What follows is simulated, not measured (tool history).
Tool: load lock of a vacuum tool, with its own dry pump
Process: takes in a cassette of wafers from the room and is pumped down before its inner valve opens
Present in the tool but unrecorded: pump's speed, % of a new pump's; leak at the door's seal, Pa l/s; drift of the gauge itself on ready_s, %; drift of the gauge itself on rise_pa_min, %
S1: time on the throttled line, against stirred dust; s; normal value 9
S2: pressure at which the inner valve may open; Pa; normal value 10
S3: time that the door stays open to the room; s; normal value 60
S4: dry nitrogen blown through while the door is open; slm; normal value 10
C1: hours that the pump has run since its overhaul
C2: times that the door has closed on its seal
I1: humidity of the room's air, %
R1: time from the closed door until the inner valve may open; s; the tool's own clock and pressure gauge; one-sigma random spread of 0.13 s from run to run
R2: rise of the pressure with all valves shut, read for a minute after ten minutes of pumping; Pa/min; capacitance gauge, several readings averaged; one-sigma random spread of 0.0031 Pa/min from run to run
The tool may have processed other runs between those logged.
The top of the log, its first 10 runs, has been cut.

{"run": 11, "hour": 856.2, "S1": 9, "S2": 10, "S3": 60, "S4": 10, "C1": 4145, "C2": 17001, "I1": 43.1, "R1": 18.8, "R2": 0.164}
{"run": 12, "hour": 949.5, "S1": 9, "S2": 9, "S3": 60, "S4": 10, "C1": 4239, "C2": 17439, "I1": 47.5, "R1": 19.1, "R2": 0.174}
{"run": 13, "hour": 1006.0, "S1": 9, "S2": 10, "S3": 60, "S4": 10, "C1": 4295, "C2": 17705, "I1": 45.9, "R1": 18.9, "R2": 0.171}
{"run": 14, "hour": 1059.0, "S1": 9, "S2": 10, "S3": 60, "S4": 10, "C1": 4348, "C2": 17953, "I1": 45.5, "R1": 19.0, "R2": 0.17}
{"run": 15, "hour": 1130.9, "S1": 9, "S2": 10, "S3": 60, "S4": 10, "C1": 4420, "C2": 18291, "I1": 43.8, "R1": 18.8, "R2": 0.168}
{"run": 16, "hour": 1189.4, "S1": 9, "S2": 10, "S3": 60, "S4": 10, "C1": 4479, "C2": 18566, "I1": 46.8, "R1": 18.8, "R2": 0.18}
{"run": 17, "hour": 1258.1, "S1": 9, "S2": 10, "S3": 60, "S4": 10, "C1": 4547, "C2": 18888, "I1": 46.3, "R1": 19.0, "R2": 0.185}
{"run": 18, "hour": 1319.7, "S1": 5, "S2": 10, "S3": 60, "S4": 10, "C1": 4609, "C2": 19178, "I1": 42.9, "R1": 16.0, "R2": 0.179}
{"run": 19, "hour": 1403.4, "S1": 9, "S2": 10, "S3": 139, "S4": 36, "C1": 4693, "C2": 19571, "I1": 46.3, "R1": 18.9, "R2": 0.187}
{"run": 20, "hour": 1515.6, "S1": 6, "S2": 15, "S3": 46, "S4": 7, "C1": 4805, "C2": 20098, "I1": 44.6, "R1": 16.0, "R2": 0.181}
{"run": 21, "hour": 1617.2, "S1": 6, "S2": 15, "S3": 46, "S4": 7, "C1": 4906, "C2": 20574, "I1": 44.5, "R1": 16.1, "R2": 0.187}
{"run": 22, "hour": 1716.3, "S1": 8, "S2": 12, "S3": 46, "S4": 7, "C1": 5006, "C2": 21040, "I1": 48.7, "R1": 18.1, "R2": 0.199}
{"run": 23, "hour": 1771.5, "S1": 8, "S2": 12, "S3": 46, "S4": 7, "C1": 5061, "C2": 21299, "I1": 42.4, "R1": 17.9, "R2": 0.192}
{"run": 24, "hour": 1842.2, "S1": 5, "S2": 10, "S3": 46, "S4": 43, "C1": 5131, "C2": 21631, "I1": 46.4, "R1": 15.7, "R2": 0.173}
{"run": 25, "hour": 1914.3, "S1": 5, "S2": 8, "S3": 42, "S4": 8, "C1": 5204, "C2": 21970, "I1": 45.6, "R1": 16.1, "R2": 0.193}
{"run": 26, "hour": 1989.3, "S1": 15, "S2": 18, "S3": 49, "S4": 13, "C1": 5279, "C2": 22322, "I1": 40.1, "R1": 22.9, "R2": 0.187}
{"run": 27, "hour": 2105.5, "S1": 9, "S2": 17, "S3": 47, "S4": 4, "C1": 5395, "C2": 22867, "I1": 45.8, "R1": 18.4, "R2": 0.215}
{"run": 28, "hour": 2161.7, "S1": 9, "S2": 11, "S3": 60, "S4": 10, "C1": 5451, "C2": 23131, "I1": 45.3, "R1": 19.0, "R2": 0.212}
{"run": 29, "hour": 2273.5, "S1": 16, "S2": 20, "S3": 50, "S4": 18, "C1": 5563, "C2": 23656, "I1": 41.2, "R1": 23.3, "R2": 0.195}
{"run": 30, "hour": 2362.7, "S1": 13, "S2": 8, "S3": 27, "S4": 14, "C1": 5652, "C2": 24075, "I1": 48.3, "R1": 22.6, "R2": 0.194}
{"run": 31, "hour": 2436.3, "S1": 13, "S2": 8, "S3": 27, "S4": 14, "C1": 5726, "C2": 24421, "I1": 43.4, "R1": 22.4, "R2": 0.19}
{"run": 32, "hour": 2532.4, "S1": 13, "S2": 8, "S3": 27, "S4": 30, "C1": 5822, "C2": 24872, "I1": 45.7, "R1": 22.4, "R2": 0.183}
{"run": 33, "hour": 2589.3, "S1": 4, "S2": 12, "S3": 60, "S4": 9, "C1": 5879, "C2": 25139, "I1": 47.4, "R1": 14.9, "R2": 0.233}
{"run": 34, "hour": 2701.6, "S1": 6, "S2": 11, "S3": 60, "S4": 16, "C1": 5991, "C2": 25666, "I1": 41.1, "R1": 16.6, "R2": 0.226}
{"run": 35, "hour": 2818.7, "S1": 6, "S2": 11, "S3": 60, "S4": 16, "C1": 6108, "C2": 26216, "I1": 44.4, "R1": 16.7, "R2": 0.228}

Alternative continuations, all from the tool just after run 35; predict every row:
{"run": "A", "hour": 2883.7, "S1": 16, "S2": 10, "S3": 60, "S4": 26, "C1": 6173, "C2": 26522, "I1": 44.0, "R1": "?", "R2": "?"}
{"run": "B", "hour": 2883.7, "S1": 9, "S2": 10, "S3": 35, "S4": 24, "C1": 6173, "C2": 26522, "I1": 45.3, "R1": "?", "R2": "?"}
{"run": "C", "hour": 2883.7, "S1": 7, "S2": 11, "S3": 33, "S4": 6, "C1": 6173, "C2": 26522, "I1": 46.5, "R1": "?", "R2": "?"}
{"run": "D", "hour": 2883.7, "S1": 13, "S2": 10, "S3": 58, "S4": 21, "C1": 6173, "C2": 26522, "I1": 47.7, "R1": "?", "R2": "?"}

run=A R1=24.5 R2=0.216
run=B R1=19.0 R2=0.213
run=C R1=17.3 R2=0.232
run=D R1=22.1 R2=0.227
With no hidden state in the tool, these same runs would have given:
run=A R1=24.1 R2=0.056
run=B R1=18.6 R2=0.051
run=C R1=16.9 R2=0.067
run=D R1=21.7 R2=0.067
